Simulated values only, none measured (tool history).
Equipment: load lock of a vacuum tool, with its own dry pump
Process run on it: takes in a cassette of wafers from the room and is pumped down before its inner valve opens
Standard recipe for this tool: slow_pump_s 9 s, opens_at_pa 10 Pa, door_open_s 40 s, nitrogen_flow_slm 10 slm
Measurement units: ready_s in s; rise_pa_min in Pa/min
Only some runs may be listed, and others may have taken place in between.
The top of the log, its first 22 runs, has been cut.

run      day  slow_pump_s  opens_at_pa  door_open_s  nitrogen_flow_slm  hours that the pump has run since its overhaul  times that the door has closed on its seal  incoming humidity of the room's air, %  ready_s  rise_pa_min
 23  274.829            9           13           51                 10                                            7631                                       47151                                    46.0     19.4        0.248
 24  287.979           15           13           51                 40                                            7947                                       48108                                    53.4     23.7        0.240
 25  302.992            6            7          133                  4                                            8307                                       49200                                    41.0     17.9        0.295
 26  314.838            8           11           30                 32                                            8592                                       50062                                    47.2     18.8        0.253
 27  332.971            8           11           30                 32                                            9027                                       51382                                    45.5     18.7        0.257
 28  343.996            8           11           30                 32                                            9291                                       52184                                    46.6     19.0        0.270
 29  359.483            8           11          115                 32                                            9663                                       53311                                    44.7     19.1        0.287
 30  367.517            9           10          218                 10                                            9856                                       53895                                    42.1     19.9        0.331
 31  379.279            9           10           40                 12                                           10138                                       54751                                    50.2     20.3        0.295
 32  395.150            9           10           40                 12                                           10519                                       55906                                    44.0     20.0        0.311
 33  408.117            4           15          116                 10                                           10830                                       56849                                    44.1     15.7        0.334
 34  416.967            4           15          116                 10                                           11043                                       57493                                    43.6     15.8        0.343
 35  433.988            5            7           35                 22                                           11451                                       58731                                    43.3     17.9        0.319
 36  449.858            6           19           99                  8                                           11832                                       59886                                    44.1     17.0        0.361
 37  460.083            9           10           34                 25                                           12077                                       60630                                    44.3     20.5        0.345

Branching from run 37: 4 alternative next runs. What would each branch give?
  A  475.671           12           14          210                 10                                           12451                                       61764                                    43.6        ?            ?
  B  475.671           17            9           40                 11                                           12451                                       61764                                    40.5        ?            ?
  C  475.671            9           10           34                 25                                           12451                                       61764                                    44.5        ?            ?
  D  475.671            9           10          149                 10                                           12451                                       61764                                    47.7        ?            ?

run  ready_s  rise_pa_min
  A     22.2        0.404
  B     26.5        0.355
  C     20.5        0.349
  D     20.5        0.387
Without the tool's hidden state the same runs would have given:
run  ready_s  rise_pa_min
  A     20.5        0.078
  B     24.8        0.031
  C     18.5        0.025
  D     18.5        0.066

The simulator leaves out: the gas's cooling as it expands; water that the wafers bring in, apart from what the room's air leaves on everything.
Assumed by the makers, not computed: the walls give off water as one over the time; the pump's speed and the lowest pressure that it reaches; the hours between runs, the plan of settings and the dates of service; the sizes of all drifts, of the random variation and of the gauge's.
